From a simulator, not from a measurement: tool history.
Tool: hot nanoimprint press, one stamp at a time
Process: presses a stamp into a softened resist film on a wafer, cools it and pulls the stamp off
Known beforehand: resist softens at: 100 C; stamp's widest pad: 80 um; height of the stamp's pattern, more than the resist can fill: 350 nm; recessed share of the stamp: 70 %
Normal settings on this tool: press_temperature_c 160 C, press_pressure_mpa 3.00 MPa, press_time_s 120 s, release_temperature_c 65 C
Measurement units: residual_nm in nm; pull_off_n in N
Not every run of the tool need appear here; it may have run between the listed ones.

{"run": 1, "hour": 0.0, "press_temperature_c": 160, "press_pressure_mpa": 3.0, "press_time_s": 120, "release_temperature_c": 65, "residual_nm": 105.9, "pull_off_n": 240}
{"hour": 11.3, "done": "plate thermocouple calibrated"}
{"run": 2, "hour": 17.1, "press_temperature_c": 160, "press_pressure_mpa": 3.0, "press_time_s": 120, "release_temperature_c": 58, "residual_nm": 105.6, "pull_off_n": 254}
{"run": 3, "hour": 45.1, "press_temperature_c": 160, "press_pressure_mpa": 3.0, "press_time_s": 120, "release_temperature_c": 65, "residual_nm": 106.0, "pull_off_n": 241}
{"run": 4, "hour": 59.4, "press_temperature_c": 160, "press_pressure_mpa": 3.0, "press_time_s": 120, "release_temperature_c": 65, "residual_nm": 106.4, "pull_off_n": 248}
{"run": 5, "hour": 92.3, "press_temperature_c": 160, "press_pressure_mpa": 3.0, "press_time_s": 120, "release_temperature_c": 65, "residual_nm": 105.8, "pull_off_n": 240}
{"run": 6, "hour": 110.9, "press_temperature_c": 160, "press_pressure_mpa": 3.0, "press_time_s": 120, "release_temperature_c": 65, "residual_nm": 106.2, "pull_off_n": 243}
{"run": 7, "hour": 138.2, "press_temperature_c": 160, "press_pressure_mpa": 3.0, "press_time_s": 120, "release_temperature_c": 65, "residual_nm": 105.7, "pull_off_n": 251}
{"hour": 149.7, "done": "stamp cleaned and given a new release coat"}
{"run": 8, "hour": 175.5, "press_temperature_c": 160, "press_pressure_mpa": 3.0, "press_time_s": 120, "release_temperature_c": 65, "residual_nm": 106.3, "pull_off_n": 236}
{"run": 9, "hour": 206.2, "press_temperature_c": 160, "press_pressure_mpa": 3.0, "press_time_s": 120, "release_temperature_c": 65, "residual_nm": 106.8, "pull_off_n": 241}
{"run": 10, "hour": 237.6, "press_temperature_c": 160, "press_pressure_mpa": 2.58, "press_time_s": 120, "release_temperature_c": 65, "residual_nm": 113.9, "pull_off_n": 242}
{"run": 11, "hour": 252.9, "press_temperature_c": 159, "press_pressure_mpa": 3.96, "press_time_s": 81, "release_temperature_c": 55, "residual_nm": 111.9, "pull_off_n": 256}
{"run": 12, "hour": 283.1, "press_temperature_c": 165, "press_pressure_mpa": 3.0, "press_time_s": 145, "release_temperature_c": 65, "residual_nm": 74.9, "pull_off_n": 244}
{"run": 13, "hour": 304.7, "press_temperature_c": 165, "press_pressure_mpa": 3.0, "press_time_s": 145, "release_temperature_c": 65, "residual_nm": 75.0, "pull_off_n": 239}
{"run": 14, "hour": 333.0, "press_temperature_c": 159, "press_pressure_mpa": 3.0, "press_time_s": 160, "release_temperature_c": 65, "residual_nm": 102.1, "pull_off_n": 244}
{"run": 15, "hour": 350.8, "press_temperature_c": 162, "press_pressure_mpa": 4.33, "press_time_s": 106, "release_temperature_c": 71, "residual_nm": 82.1, "pull_off_n": 230}
{"run": 16, "hour": 379.2, "press_temperature_c": 162, "press_pressure_mpa": 4.33, "press_time_s": 106, "release_temperature_c": 71, "residual_nm": 81.9, "pull_off_n": 230}
{"run": 17, "hour": 401.4, "press_temperature_c": 162, "press_pressure_mpa": 4.33, "press_time_s": 106, "release_temperature_c": 71, "residual_nm": 82.0, "pull_off_n": 235}
{"run": 18, "hour": 425.0, "press_temperature_c": 152, "press_pressure_mpa": 3.0, "press_time_s": 120, "release_temperature_c": 73, "residual_nm": 154.7, "pull_off_n": 218}
{"run": 19, "hour": 447.5, "press_temperature_c": 152, "press_pressure_mpa": 3.0, "press_time_s": 120, "release_temperature_c": 73, "residual_nm": 154.6, "pull_off_n": 241}
{"run": 20, "hour": 466.4, "press_temperature_c": 152, "press_pressure_mpa": 3.0, "press_time_s": 120, "release_temperature_c": 73, "residual_nm": 155.7, "pull_off_n": 222}

What if the next run were any one of these 5? Each begins from the tool's condition after run 20:
{"run": "A", "hour": 482.2, "press_temperature_c": 168, "press_pressure_mpa": 2.93, "press_time_s": 224, "release_temperature_c": 65, "residual_nm": "?", "pull_off_n": "?"}
{"run": "B", "hour": 482.2, "press_temperature_c": 160, "press_pressure_mpa": 3.66, "press_time_s": 151, "release_temperature_c": 54, "residual_nm": "?", "pull_off_n": "?"}
{"run": "C", "hour": 482.2, "press_temperature_c": 171, "press_pressure_mpa": 3.0, "press_time_s": 120, "release_temperature_c": 65, "residual_nm": "?", "pull_off_n": "?"}
{"run": "D", "hour": 482.2, "press_temperature_c": 166, "press_pressure_mpa": 3.0, "press_time_s": 120, "release_temperature_c": 63, "residual_nm": "?", "pull_off_n": "?"}
{"run": "E", "hour": 482.2, "press_temperature_c": 158, "press_pressure_mpa": 3.0, "press_time_s": 73, "release_temperature_c": 65, "residual_nm": "?", "pull_off_n": "?"}

run=A residual_nm=53.2 pull_off_n=247
run=B residual_nm=88.8 pull_off_n=259
run=C residual_nm=56.2 pull_off_n=241
run=D residual_nm=75.8 pull_off_n=249
run=E residual_nm=135.2 pull_off_n=246
The same runs, with their run-to-run variation unchanged, on a tool lacking any hidden condition would have given:
run=A residual_nm=53.3 pull_off_n=244
run=B residual_nm=88.8 pull_off_n=256
run=C residual_nm=56.3 pull_off_n=238
run=D residual_nm=75.8 pull_off_n=246
run=E residual_nm=135.2 pull_off_n=243
